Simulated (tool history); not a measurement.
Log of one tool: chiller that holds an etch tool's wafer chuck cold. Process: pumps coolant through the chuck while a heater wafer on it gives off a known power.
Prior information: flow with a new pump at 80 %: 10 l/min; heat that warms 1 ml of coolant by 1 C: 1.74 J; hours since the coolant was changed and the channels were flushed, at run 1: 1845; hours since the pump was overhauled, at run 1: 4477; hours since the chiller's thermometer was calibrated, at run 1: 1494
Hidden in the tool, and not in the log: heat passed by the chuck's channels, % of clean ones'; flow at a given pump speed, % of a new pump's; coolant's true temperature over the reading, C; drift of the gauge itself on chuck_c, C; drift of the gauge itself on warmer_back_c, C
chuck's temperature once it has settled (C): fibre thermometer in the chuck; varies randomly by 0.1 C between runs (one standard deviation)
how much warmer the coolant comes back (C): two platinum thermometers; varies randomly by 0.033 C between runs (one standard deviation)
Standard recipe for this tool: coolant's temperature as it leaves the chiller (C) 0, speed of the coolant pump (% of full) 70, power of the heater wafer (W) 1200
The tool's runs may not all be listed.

run	hour	coolant's temperature as it leaves the chiller (C)	speed of the coolant pump (% of full)	power of the heater wafer (W)	hours since the coolant was changed and the channels were flushed	hours since the pump was overhauled	hours since the chiller's thermometer was calibrated	chuck's temperature once it has settled (C)	how much warmer the coolant comes back (C)
1	0	0	70	1200	1845	4477	1494	12.4	4.78
2	131.7	0	70	830	1976	4609	1626	8.5	3.3
3	245	0	65	1200	2090	4722	1739	13.4	5.17
4	356.1	0	65	1200	2201	4833	1850	13.6	5.14
5	453.4	0	70	1301	2298	4930	1947	13.5	5.16
# hour 509.9: chiller's thermometer calibrated
6	523.4	0	88	1301	2367	5000	14	11.1	4.05
7	628.9	0	92	1301	2472	5105	119	10.6	3.81
8	767.6	0	92	1301	2611	5244	258	10.7	3.8
9	845.2	0	92	1301	2689	5321	335	10.7	3.82
10	980.5	0	92	1301	2824	5457	471	10.5	3.78
11	1127	-9	81	1391	2971	5603	617	3.8	4.64
12	1234	-9	81	1391	3078	5710	724	3.7	4.61
13	1347.4	-9	81	1391	3191	5824	838	3.7	4.57
14	1479.4	4	70	863	3323	5956	970	12.9	3.28
15	1625.4	3	65	688	3469	6101	1116	10.6	2.79
16	1714.6	0	85	1200	3558	6191	1205	10.6	3.78
17	1826.1	-6	75	1200	3670	6302	1316	5.7	4.3
18	1969.6	-6	75	1200	3813	6446	1460	5.7	4.28
19	2079.8	-1	70	1200	3923	6556	1570	11.5	4.59
20	2175.8	-6	83	1351	4019	6652	1666	6.3	4.26

Consider 5 possible next runs. They are alternatives, not a sequence: every one starts from the tool as it was left by run 20. What does each give?
A	2267.1	8	83	1351	4111	6743	1757	?	?
B	2267.1	7	70	1356	4111	6743	1757	?	?
C	2267.1	1	73	1351	4111	6743	1757	?	?
D	2267.1	-1	70	1793	4111	6743	1757	?	?
E	2267.1	-5	83	707	4111	6743	1757	?	?

run	chuck's temperature once it has settled (C)	how much warmer the coolant comes back (C)
A	20	4.25
B	21.3	5.22
C	14.7	4.94
D	17.7	6.92
E	1.4	2.12
Take away the tool's hidden state, keep each run's random variation, and the runs would have read:
run	chuck's temperature once it has settled (C)	how much warmer the coolant comes back (C)
A	20	4.44
B	21.3	5.4
C	14.7	5.13
D	17.6	7.1
E	1.4	2.31
